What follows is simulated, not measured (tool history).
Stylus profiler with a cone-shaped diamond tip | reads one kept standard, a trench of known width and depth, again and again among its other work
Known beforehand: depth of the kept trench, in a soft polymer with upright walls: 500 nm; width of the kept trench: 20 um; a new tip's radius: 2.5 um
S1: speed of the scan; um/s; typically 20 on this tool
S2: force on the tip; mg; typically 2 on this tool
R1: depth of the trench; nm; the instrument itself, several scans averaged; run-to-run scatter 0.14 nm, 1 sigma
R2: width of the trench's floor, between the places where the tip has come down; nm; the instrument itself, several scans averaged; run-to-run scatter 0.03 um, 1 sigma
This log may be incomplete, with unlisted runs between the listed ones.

| run | hour | S1 | S2 | R1 | R2 |
|---|---|---|---|---|---|
| 1 | 0 | 20 | 2 | 507.06 | 16580 |
| 2 | 72.3 | 26 | 2 | 507.09 | 16500 |
| 3 | 114.6 | 26 | 2 | 507.29 | 16490 |
| 4 | 198.2 | 26 | 2 | 507.43 | 16460 |
| 5 | 258.2 | 20 | 2 | 507.53 | 16480 |
| 6 | 320.5 | 21 | 2 | 507.43 | 16520 |
| 7 | 407.8 | 21 | 2 | 507.73 | 16420 |
| 8 | 483.3 | 20 | 2 | 507.67 | 16480 |
| 9 | 581.8 | 20 | 2.1 | 507.99 | 16420 |
| 10 | 644.2 | 20 | 2.1 | 508.26 | 16410 |
| 11 | 736.2 | 8 | 2 | 508 | 16420 |
| 12 | 807.6 | 6 | 2 | 508.04 | 16410 |
| 13 | 864.5 | 6 | 5.84 | 513.87 | 16400 |
| 14 | 924.3 | 6 | 5.84 | 513.82 | 16370 |
| 15 | 988.2 | 44 | 1.02 | 506.07 | 16180 |
| 16 | 1039.8 | 5 | 1.21 | 506.68 | 16410 |
| 17 | 1096 | 9 | 2.01 | 508.55 | 16400 |
| 18 | 1190.3 | 10 | 2.15 | 508.78 | 16320 |
| 19 | 1231 | 24 | 1.2 | 507.19 | 16210 |
| 20 | 1305.5 | 51 | 2.77 | 510.02 | 16160 |
| 21 | 1394.8 | 11 | 2 | 508.56 | 16280 |
| 22 | 1460.6 | 10 | 2.84 | 510.08 | 16240 |

What if the next run were any one of these 3? Each begins from the tool's condition after run 22:
| A | 1550.7 | 50 | 0.82 | ? | ? |
| B | 1550.7 | 16 | 3.61 | ? | ? |
| C | 1550.7 | 40 | 1.23 | ? | ? |

| run | R1 | R2 |
|---|---|---|
| A | 506.21 | 15980 |
| B | 511.5 | 16230 |
| C | 507.24 | 16100 |
Without the tool's hidden state the same runs would have given:
| run | R1 | R2 |
|---|---|---|
| A | 502.86 | 16680 |
| B | 508.12 | 16920 |
| C | 503.89 | 16790 |
